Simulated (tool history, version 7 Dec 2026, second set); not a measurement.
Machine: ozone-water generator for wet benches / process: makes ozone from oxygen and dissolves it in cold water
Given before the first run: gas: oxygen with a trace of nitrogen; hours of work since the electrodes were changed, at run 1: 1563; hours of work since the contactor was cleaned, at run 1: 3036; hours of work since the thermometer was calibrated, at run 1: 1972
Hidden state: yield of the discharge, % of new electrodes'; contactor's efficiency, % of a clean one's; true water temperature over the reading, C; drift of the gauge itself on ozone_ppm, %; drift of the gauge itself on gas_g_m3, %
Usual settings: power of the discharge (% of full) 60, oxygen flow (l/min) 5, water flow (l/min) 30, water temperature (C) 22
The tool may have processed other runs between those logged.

run   hour  power of the discharge (% of full)  oxygen flow (l/min)  water flow (l/min)  water temperature (C)  hours of work since the electrodes were changed  hours of work since the contactor was cleaned  hours of work since the thermometer was calibrated  dissolved ozone (ppm)  ozone in the gas ahead of the water (g/m3)
  1      0                                  60                    5                  30                     22                                             1563                                           3036                                                1972                   10.1                                       158.2
  2   46.1                                  60                    5                  30                     17                                             1601                                           3074                                                2009                   10.8                                       159.2
  3  135.1                                  61                    5                  30                     17                                             1674                                           3147                                                2082                     11                                       160.1
  4  183.9                                  61                    5                  30                     17                                             1714                                           3187                                                2123                   11.1                                       161.9
  5  234.8                                  60                    5                  30                     22                                             1756                                           3229                                                2164                   10.2                                         158
  6  330.2                                  60                    5                  30                     22                                             1834                                           3307                                                2243                   10.3                                       157.3
  7  411.6                                  60                 6.05                  30                     22                                             1901                                           3374                                                2309                   10.4                                       144.8
  8    452                                  60                 6.05                  30                     22                                             1934                                           3407                                                2343                   10.4                                       142.9
  9  510.9                                  60                 6.05                  30                     22                                             1983                                           3455                                                2391                   10.6                                         143
 10  603.4                                  60                 6.05                  30                     22                                             2058                                           3531                                                2467                   10.4                                         144
 11  680.4                                  60                  2.7                  30                     22                                             2122                                           3595                                                2530                      9                                       211.4
 12  768.3                                  71                    5                  30                     22                                             2194                                           3667                                                2602                     12                                       184.1
 13  813.3                                  60                    5                  30                     22                                             2231                                           3704                                                2639                   10.1                                       157.5
 14  860.5                                  60                    5                  30                     22                                             2269                                           3742                                                2678                   10.3                                       155.6

For run 15, what comes out?
 15   931                                  50                  5.4                  25                     30                                             2327                                           3800                                                2735                      ?                                           ?

dissolved ozone (ppm): 9.4
ozone in the gas ahead of the water (g/m3): 126.3
Minus the tool's unlogged condition, the same run would have read dissolved ozone (ppm) 9.4, ozone in the gas ahead of the water (g/m3) 128.1.

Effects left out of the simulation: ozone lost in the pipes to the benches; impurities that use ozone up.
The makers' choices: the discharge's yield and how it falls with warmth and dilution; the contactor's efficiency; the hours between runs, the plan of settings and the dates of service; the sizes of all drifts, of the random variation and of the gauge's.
